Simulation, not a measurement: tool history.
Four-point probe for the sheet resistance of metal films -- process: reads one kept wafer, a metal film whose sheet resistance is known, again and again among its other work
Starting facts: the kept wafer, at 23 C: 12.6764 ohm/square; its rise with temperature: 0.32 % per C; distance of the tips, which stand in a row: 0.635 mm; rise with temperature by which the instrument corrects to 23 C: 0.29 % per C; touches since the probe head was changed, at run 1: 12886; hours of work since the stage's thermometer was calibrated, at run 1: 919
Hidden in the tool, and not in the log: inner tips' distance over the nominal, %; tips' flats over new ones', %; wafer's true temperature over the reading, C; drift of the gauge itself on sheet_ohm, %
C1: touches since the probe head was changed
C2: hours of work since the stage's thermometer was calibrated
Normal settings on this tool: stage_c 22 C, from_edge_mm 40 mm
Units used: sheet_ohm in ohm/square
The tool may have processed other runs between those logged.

{"run": 1, "day": 0.0, "stage_c": 22, "from_edge_mm": 40, "C1": 12886, "C2": 919, "sheet_ohm": 12.728524}
{"run": 2, "day": 0.7, "stage_c": 31, "from_edge_mm": 40, "C1": 13265, "C2": 926, "sheet_ohm": 12.753936}
{"run": 3, "day": 1.379, "stage_c": 29, "from_edge_mm": 40, "C1": 13634, "C2": 934, "sheet_ohm": 12.749741}
{"run": 4, "day": 2.292, "stage_c": 29, "from_edge_mm": 24, "C1": 14128, "C2": 944, "sheet_ohm": 12.754339}
{"run": 5, "day": 3.112, "stage_c": 24, "from_edge_mm": 40, "C1": 14572, "C2": 953, "sheet_ohm": 12.739533}
{"run": 6, "day": 3.888, "stage_c": 24, "from_edge_mm": 40, "C1": 14992, "C2": 961, "sheet_ohm": 12.737575}
{"run": 7, "day": 4.879, "stage_c": 24, "from_edge_mm": 40, "C1": 15529, "C2": 972, "sheet_ohm": 12.735402}
{"run": 8, "day": 5.342, "stage_c": 22, "from_edge_mm": 5, "C1": 15779, "C2": 977, "sheet_ohm": 12.838157}
{"run": 9, "day": 5.792, "stage_c": 22, "from_edge_mm": 5, "C1": 16023, "C2": 981, "sheet_ohm": 12.838427}
{"run": 10, "day": 6.496, "stage_c": 22, "from_edge_mm": 5, "C1": 16404, "C2": 989, "sheet_ohm": 12.839187}
{"run": 11, "day": 7.162, "stage_c": 22, "from_edge_mm": 40, "C1": 16767, "C2": 996, "sheet_ohm": 12.731356}
{"run": 12, "day": 7.8, "stage_c": 22, "from_edge_mm": 40, "C1": 17111, "C2": 1003, "sheet_ohm": 12.730327}
{"run": 13, "day": 8.738, "stage_c": 22, "from_edge_mm": 40, "C1": 17620, "C2": 1013, "sheet_ohm": 12.737179}
{"run": 14, "day": 9.388, "stage_c": 22, "from_edge_mm": 40, "C1": 17971, "C2": 1020, "sheet_ohm": 12.731192}
{"run": 15, "day": 10.033, "stage_c": 22, "from_edge_mm": 40, "C1": 18322, "C2": 1027, "sheet_ohm": 12.737816}
{"run": 16, "day": 10.533, "stage_c": 22, "from_edge_mm": 21, "C1": 18591, "C2": 1033, "sheet_ohm": 12.739471}
{"run": 17, "day": 11.533, "stage_c": 22, "from_edge_mm": 8, "C1": 19133, "C2": 1043, "sheet_ohm": 12.772046}
{"run": 18, "day": 12.296, "stage_c": 22, "from_edge_mm": 8, "C1": 19548, "C2": 1052, "sheet_ohm": 12.772603}
{"run": 19, "day": 12.712, "stage_c": 22, "from_edge_mm": 8, "C1": 19774, "C2": 1056, "sheet_ohm": 12.776117}
{"run": 20, "day": 13.188, "stage_c": 21, "from_edge_mm": 9, "C1": 20029, "C2": 1061, "sheet_ohm": 12.766403}
{"run": 21, "day": 13.704, "stage_c": 25, "from_edge_mm": 5, "C1": 20309, "C2": 1067, "sheet_ohm": 12.84824}

Run 22 has not been measured yet. What should we expect?
{"day": 13.812, "done": "stage's thermometer calibrated"}
{"run": 22, "day": 14.608, "stage_c": 30, "from_edge_mm": 8, "C1": 20788, "C2": 9, "sheet_ohm": "?"}

Logged for run 22: sheet_ohm 12.808224 ohm/square.
If the tool had no hidden condition, the same run with the same run-to-run variation would have returned sheet_ohm 12.742012 ohm/square.
